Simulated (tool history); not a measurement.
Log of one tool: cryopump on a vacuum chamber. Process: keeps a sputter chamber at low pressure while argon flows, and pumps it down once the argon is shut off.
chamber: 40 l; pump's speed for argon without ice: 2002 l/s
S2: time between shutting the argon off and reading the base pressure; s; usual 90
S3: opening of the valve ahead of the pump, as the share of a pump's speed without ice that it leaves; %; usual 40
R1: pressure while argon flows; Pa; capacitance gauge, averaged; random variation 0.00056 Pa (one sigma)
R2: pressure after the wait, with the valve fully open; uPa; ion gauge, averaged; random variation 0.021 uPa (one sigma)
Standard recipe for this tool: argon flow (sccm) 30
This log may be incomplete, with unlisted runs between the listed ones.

{"run": 1, "day": 0.0, "argon flow (sccm)": 30, "S2": 90, "S3": 40, "R1": 0.0723, "R2": 1.58}
{"run": 2, "day": 0.688, "argon flow (sccm)": 30, "S2": 284, "S3": 40, "R1": 0.0732, "R2": 1.38}
{"run": 3, "day": 1.579, "argon flow (sccm)": 30, "S2": 90, "S3": 40, "R1": 0.0738, "R2": 1.65}
{"run": 4, "day": 2.321, "argon flow (sccm)": 30, "S2": 90, "S3": 40, "R1": 0.0727, "R2": 1.64}
{"day": 2.904, "done": "pump warmed up, emptied and cooled again"}
{"run": 5, "day": 3.071, "argon flow (sccm)": 30, "S2": 90, "S3": 40, "R1": 0.0639, "R2": 1.3}
{"run": 6, "day": 4.017, "argon flow (sccm)": 30, "S2": 90, "S3": 40, "R1": 0.0637, "R2": 1.27}
{"run": 7, "day": 4.788, "argon flow (sccm)": 18, "S2": 90, "S3": 40, "R1": 0.0383, "R2": 1.27}
{"run": 8, "day": 5.817, "argon flow (sccm)": 30, "S2": 90, "S3": 26, "R1": 0.0981, "R2": 1.32}
{"run": 9, "day": 6.292, "argon flow (sccm)": 30, "S2": 90, "S3": 26, "R1": 0.0974, "R2": 1.33}
{"run": 10, "day": 7.292, "argon flow (sccm)": 30, "S2": 90, "S3": 26, "R1": 0.1001, "R2": 1.36}
{"run": 11, "day": 8.146, "argon flow (sccm)": 30, "S2": 90, "S3": 26, "R1": 0.0994, "R2": 1.39}
{"run": 12, "day": 8.621, "argon flow (sccm)": 30, "S2": 90, "S3": 26, "R1": 0.0994, "R2": 1.33}
{"run": 13, "day": 9.133, "argon flow (sccm)": 30, "S2": 90, "S3": 26, "R1": 0.0989, "R2": 1.37}
{"run": 14, "day": 9.571, "argon flow (sccm)": 30, "S2": 22, "S3": 26, "R1": 0.1004, "R2": 2.16}
{"run": 15, "day": 10.192, "argon flow (sccm)": 30, "S2": 22, "S3": 26, "R1": 0.0996, "R2": 2.24}
{"run": 16, "day": 10.633, "argon flow (sccm)": 30, "S2": 22, "S3": 26, "R1": 0.0995, "R2": 2.14}
{"run": 17, "day": 11.35, "argon flow (sccm)": 30, "S2": 22, "S3": 26, "R1": 0.098, "R2": 2.26}
{"run": 18, "day": 11.8, "argon flow (sccm)": 30, "S2": 22, "S3": 26, "R1": 0.0996, "R2": 2.27}
{"run": 19, "day": 12.404, "argon flow (sccm)": 38, "S2": 90, "S3": 40, "R1": 0.0836, "R2": 1.43}
{"run": 20, "day": 13.212, "argon flow (sccm)": 18, "S2": 90, "S3": 40, "R1": 0.0388, "R2": 1.46}
{"run": 21, "day": 14.267, "argon flow (sccm)": 18, "S2": 90, "S3": 40, "R1": 0.0392, "R2": 1.4}
{"run": 22, "day": 14.704, "argon flow (sccm)": 34, "S2": 77, "S3": 18, "R1": 0.1623, "R2": 1.54}
{"run": 23, "day": 15.208, "argon flow (sccm)": 34, "S2": 77, "S3": 18, "R1": 0.1629, "R2": 1.51}
{"run": 24, "day": 15.954, "argon flow (sccm)": 34, "S2": 22, "S3": 40, "R1": 0.0745, "R2": 2.22}
{"run": 25, "day": 16.529, "argon flow (sccm)": 13, "S2": 63, "S3": 40, "R1": 0.0288, "R2": 1.62}
{"run": 26, "day": 17.046, "argon flow (sccm)": 30, "S2": 64, "S3": 40, "R1": 0.0662, "R2": 1.63}
{"run": 27, "day": 17.746, "argon flow (sccm)": 22, "S2": 26, "S3": 30, "R1": 0.0651, "R2": 2.1}
{"run": 28, "day": 18.275, "argon flow (sccm)": 17, "S2": 90, "S3": 32, "R1": 0.0468, "R2": 1.45}
{"run": 29, "day": 18.833, "argon flow (sccm)": 14, "S2": 20, "S3": 40, "R1": 0.0319, "R2": 2.45}
{"run": 30, "day": 19.746, "argon flow (sccm)": 14, "S2": 224, "S3": 18, "R1": 0.0675, "R2": 1.41}
{"run": 31, "day": 20.408, "argon flow (sccm)": 14, "S2": 224, "S3": 18, "R1": 0.0671, "R2": 1.4}
{"run": 32, "day": 20.888, "argon flow (sccm)": 14, "S2": 68, "S3": 57, "R1": 0.0215, "R2": 1.59}
{"run": 33, "day": 21.775, "argon flow (sccm)": 15, "S2": 38, "S3": 40, "R1": 0.0333, "R2": 1.93}
{"run": 34, "day": 22.308, "argon flow (sccm)": 48, "S2": 90, "S3": 27, "R1": 0.1567, "R2": 1.62}

4 options for the next run, each taken on its own from the tool as it stands now. Forecast them:
{"run": "A", "day": 23.246, "argon flow (sccm)": 48, "S2": 236, "S3": 28, "R1": "?", "R2": "?"}
{"run": "B", "day": 23.246, "argon flow (sccm)": 48, "S2": 90, "S3": 43, "R1": "?", "R2": "?"}
{"run": "C", "day": 23.246, "argon flow (sccm)": 41, "S2": 24, "S3": 34, "R1": "?", "R2": "?"}
{"run": "D", "day": 23.246, "argon flow (sccm)": 23, "S2": 28, "S3": 26, "R1": "?", "R2": "?"}

run=A R1=0.1522 R2=1.44
run=B R1=0.1012 R2=1.61
run=C R1=0.1067 R2=2.38
run=D R1=0.0779 R2=2.24
With no hidden state in the tool, these same runs would have given:
run=A R1=0.1453 R2=0.27
run=B R1=0.0943 R2=0.43
run=C R1=0.1009 R2=1.17
run=D R1=0.0746 R2=1.03
